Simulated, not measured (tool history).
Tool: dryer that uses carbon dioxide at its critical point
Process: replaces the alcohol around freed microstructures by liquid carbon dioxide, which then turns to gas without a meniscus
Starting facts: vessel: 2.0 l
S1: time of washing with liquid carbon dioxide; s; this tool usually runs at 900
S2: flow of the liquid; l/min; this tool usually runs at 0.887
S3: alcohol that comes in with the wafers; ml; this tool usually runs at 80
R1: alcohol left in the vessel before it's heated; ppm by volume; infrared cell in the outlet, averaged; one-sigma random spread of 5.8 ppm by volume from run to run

| run | day | S1 | S2 | S3 | R1 |
|---|---|---|---|---|---|
| 1 | 0.000 | 900 | 0.887 | 80 | 265 |
| 2 | 0.375 | 900 | 0.887 | 80 | 263 |
| 3 | 0.888 | 900 | 0.887 | 80 | 265 |
| 4 | 1.412 | 900 | 0.756 | 80 | 536 |
| 5 | 1.725 | 900 | 0.756 | 80 | 553 |
| 6 | 2.200 | 900 | 0.887 | 105 | 357 |
| 7 | 2.788 | 900 | 0.887 | 105 | 358 |
| 8 | 3.267 | 900 | 0.887 | 105 | 373 |
| 9 | 3.796 | 960 | 0.887 | 80 | 222 |
| 10 | 4.221 | 960 | 0.887 | 80 | 227 |
| 11 | 4.742 | 960 | 0.887 | 80 | 226 |
| 12 | 5.317 | 1140 | 0.947 | 97 | 85 |
| 13 | 5.667 | 1140 | 1.264 | 22 | 47 |
| 14 | 6.200 | 720 | 0.798 | 80 | 1135 |
| 15 | 6.688 | 720 | 0.714 | 48 | 1001 |
| 16 | 7.183 | 960 | 0.822 | 23 | 126 |
| 17 | 7.558 | 960 | 0.822 | 23 | 137 |
| 18 | 7.867 | 960 | 0.630 | 79 | 920 |
| 19 | 8.217 | 960 | 0.700 | 93 | 754 |
| 20 | 8.679 | 960 | 0.700 | 93 | 755 |
| 21 | 9.275 | 960 | 0.700 | 93 | 776 |

Forecast each of these 3 alternatives for the next run:
| A | 9.638 | 1020 | 0.700 | 93 | ? |
| B | 9.638 | 960 | 0.953 | 120 | ? |
| C | 9.638 | 900 | 0.891 | 74 | ? |

| run | R1 |
|---|---|
| A | 613 |
| B | 291 |
| C | 326 |
Had the tool no hidden state, the same runs would have come out as:
| run | R1 |
|---|---|
| A | 393 |
| B | 152 |
| C | 183 |
